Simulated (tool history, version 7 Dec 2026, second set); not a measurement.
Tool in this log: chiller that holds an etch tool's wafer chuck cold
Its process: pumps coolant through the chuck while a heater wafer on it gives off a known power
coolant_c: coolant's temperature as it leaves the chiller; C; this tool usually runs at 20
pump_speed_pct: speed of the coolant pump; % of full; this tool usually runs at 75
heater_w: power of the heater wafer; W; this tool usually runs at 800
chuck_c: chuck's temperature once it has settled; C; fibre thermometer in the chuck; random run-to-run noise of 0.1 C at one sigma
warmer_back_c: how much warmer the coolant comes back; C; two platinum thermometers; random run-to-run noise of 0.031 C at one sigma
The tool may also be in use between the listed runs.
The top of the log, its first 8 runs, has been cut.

Run 9, hour 296.8: usual settings but pump_speed_pct 72 % of full. Result: chuck_c 29.9 C, warmer_back_c 2.55 C.
Run 10, hour 324.4: usual settings but pump_speed_pct 72 % of full. Result: chuck_c 29.9 C, warmer_back_c 2.50 C.
Run 11, hour 365.4: usual settings. Result: chuck_c 29.8 C, warmer_back_c 2.36 C.
Run 12, hour 410.7: usual settings but coolant_c 10 C. Result: chuck_c 19.7 C, warmer_back_c 2.37 C.
Run 13, hour 445.5: usual settings but coolant_c 10 C. Result: chuck_c 19.7 C, warmer_back_c 2.45 C.
Run 14, hour 481.0: usual settings but coolant_c 10 C. Result: chuck_c 19.6 C, warmer_back_c 2.41 C.
Run 15, hour 508.1: usual settings but coolant_c 10 C. Result: chuck_c 19.7 C, warmer_back_c 2.41 C.
Run 16, hour 532.6: usual settings but coolant_c 10 C. Result: chuck_c 19.7 C, warmer_back_c 2.43 C.
Run 17, hour 557.3: usual settings but coolant_c 16 C, pump_speed_pct 80 % of full, heater_w 624 W. Result: chuck_c 23.3 C, warmer_back_c 1.79 C.
Run 18, hour 600.4: usual settings but coolant_c 24 C, pump_speed_pct 99 % of full, heater_w 1128 W. Result: chuck_c 34.2 C, warmer_back_c 2.49 C.
Run 19, hour 623.9: usual settings but coolant_c 21 C, pump_speed_pct 99 % of full, heater_w 1128 W. Result: chuck_c 31.2 C, warmer_back_c 2.45 C.
Run 20, hour 657.6: usual settings but coolant_c 27 C, pump_speed_pct 82 % of full, heater_w 1007 W. Result: chuck_c 38.1 C, warmer_back_c 2.71 C.
Run 21, hour 703.9: usual settings but coolant_c 23 C, heater_w 620 W. Result: chuck_c 30.9 C, warmer_back_c 1.87 C.
Run 22, hour 739.9: usual settings but coolant_c 23 C, heater_w 620 W. Result: chuck_c 30.9 C, warmer_back_c 1.84 C.
Run 23, hour 785.2: usual settings but coolant_c 21 C, pump_speed_pct 82 % of full, heater_w 620 W. Result: chuck_c 28.2 C, warmer_back_c 1.68 C.
Run 24, hour 825.0: usual settings but heater_w 846 W. Result: chuck_c 30.5 C, warmer_back_c 2.59 C.
Run 25, hour 862.3: usual settings but coolant_c 14 C, pump_speed_pct 78 % of full, heater_w 1121 W. Result: chuck_c 26.9 C, warmer_back_c 3.27 C.
Run 26, hour 889.8: usual settings but coolant_c 10 C, pump_speed_pct 62 % of full. Result: chuck_c 21.8 C, warmer_back_c 3.02 C.
Run 27, hour 920.1: usual settings but coolant_c 10 C, pump_speed_pct 70 % of full. Result: chuck_c 20.8 C, warmer_back_c 2.67 C.
Run 28, hour 967.2: usual settings but coolant_c 10 C, pump_speed_pct 70 % of full. Result: chuck_c 20.6 C, warmer_back_c 2.61 C.
Run 29, hour 1001.5: usual settings but pump_speed_pct 60 % of full. Result: chuck_c 32.5 C, warmer_back_c 3.14 C.
Run 30, hour 1054.8: usual settings but pump_speed_pct 72 % of full, heater_w 1065 W. Result: chuck_c 33.7 C, warmer_back_c 3.40 C.
Run 31, hour 1081.0: usual settings but pump_speed_pct 72 % of full, heater_w 587 W. Result: chuck_c 28.0 C, warmer_back_c 1.85 C.
Run 32, hour 1112.4: usual settings but coolant_c 16 C, pump_speed_pct 69 % of full. Result: chuck_c 26.8 C, warmer_back_c 2.69 C.

Each row is a separate what-if for the run after 32, all from the same tool condition, not one after another. Results?
Run A, hour 1136.6: usual settings but coolant_c 22 C. Result: chuck_c ?, warmer_back_c ?.
Run B, hour 1136.6: usual settings but coolant_c 19 C, pump_speed_pct 69 % of full, heater_w 796 W. Result: chuck_c ?, warmer_back_c ?.
Run C, hour 1136.6: usual settings but coolant_c 23 C, pump_speed_pct 69 % of full, heater_w 699 W. Result: chuck_c ?, warmer_back_c ?.
Run D, hour 1136.6: usual settings but coolant_c 16 C, pump_speed_pct 60 % of full. Result: chuck_c ?, warmer_back_c ?.

run  chuck_c  warmer_back_c
  A     32.1           2.40
  B     30.2           2.68
  C     32.7           2.30
  D     28.6           3.15
Take away the tool's hidden state, keep each run's random variation, and the runs would have read:
run  chuck_c  warmer_back_c
  A     29.5           2.32
  B     27.5           2.58
  C     30.3           2.22
  D     25.6           3.04
